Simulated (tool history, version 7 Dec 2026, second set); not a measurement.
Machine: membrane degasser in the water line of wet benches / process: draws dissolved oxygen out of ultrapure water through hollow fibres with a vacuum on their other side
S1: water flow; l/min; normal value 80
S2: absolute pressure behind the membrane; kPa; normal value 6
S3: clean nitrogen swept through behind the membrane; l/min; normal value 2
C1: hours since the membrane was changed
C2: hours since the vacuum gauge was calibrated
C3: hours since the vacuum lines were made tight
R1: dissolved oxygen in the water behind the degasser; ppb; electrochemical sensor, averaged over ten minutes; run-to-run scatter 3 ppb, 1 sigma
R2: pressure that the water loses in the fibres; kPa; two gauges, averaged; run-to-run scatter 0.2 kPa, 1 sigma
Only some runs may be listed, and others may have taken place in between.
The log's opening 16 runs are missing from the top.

| run | hour | S1 | S2 | S3 | C1 | C2 | C3 | R1 | R2 |
|---|---|---|---|---|---|---|---|---|---|
| 17 | 813.3 | 66 | 6 | 2 | 2207 | 719 | 5580 | 228.9 | 35.78 |
| 18 | 873.1 | 66 | 6 | 2 | 2267 | 779 | 5640 | 230.7 | 36.34 |
| 19 | 925.1 | 66 | 6 | 2 | 2319 | 831 | 5692 | 230.3 | 35.73 |
| 20 | 969 | 66 | 6 | 2 | 2363 | 875 | 5736 | 232.2 | 36.22 |
| 21 | 1023.5 | 66 | 6 | 2 | 2417 | 929 | 5790 | 228.6 | 36.4 |
| 22 | 1084.6 | 66 | 6 | 2 | 2478 | 990 | 5851 | 229.1 | 36.5 |
| 23 | 1121.1 | 66 | 6 | 2 | 2515 | 1027 | 5888 | 230 | 36.72 |
| 24 | 1167.7 | 115 | 6.4 | 2 | 2561 | 1074 | 5934 | 619.9 | 63.25 |
| 25 | 1208.4 | 118 | 7.43 | 4.73 | 2602 | 1114 | 5975 | 526.7 | 65.19 |

Run 26, settings as shown, results not yet in. Your forecast:
| 26 | 1266.4 | 116 | 7.43 | 4.73 | 2660 | 1172 | 6033 | ? | ? |

Run 26 measured R1 519.2 ppb, R2 63.89 kPa.
Were there no unlogged condition in the tool, this run, its random variation unchanged, would have produced R1 487 ppb, R2 61.92 kPa.

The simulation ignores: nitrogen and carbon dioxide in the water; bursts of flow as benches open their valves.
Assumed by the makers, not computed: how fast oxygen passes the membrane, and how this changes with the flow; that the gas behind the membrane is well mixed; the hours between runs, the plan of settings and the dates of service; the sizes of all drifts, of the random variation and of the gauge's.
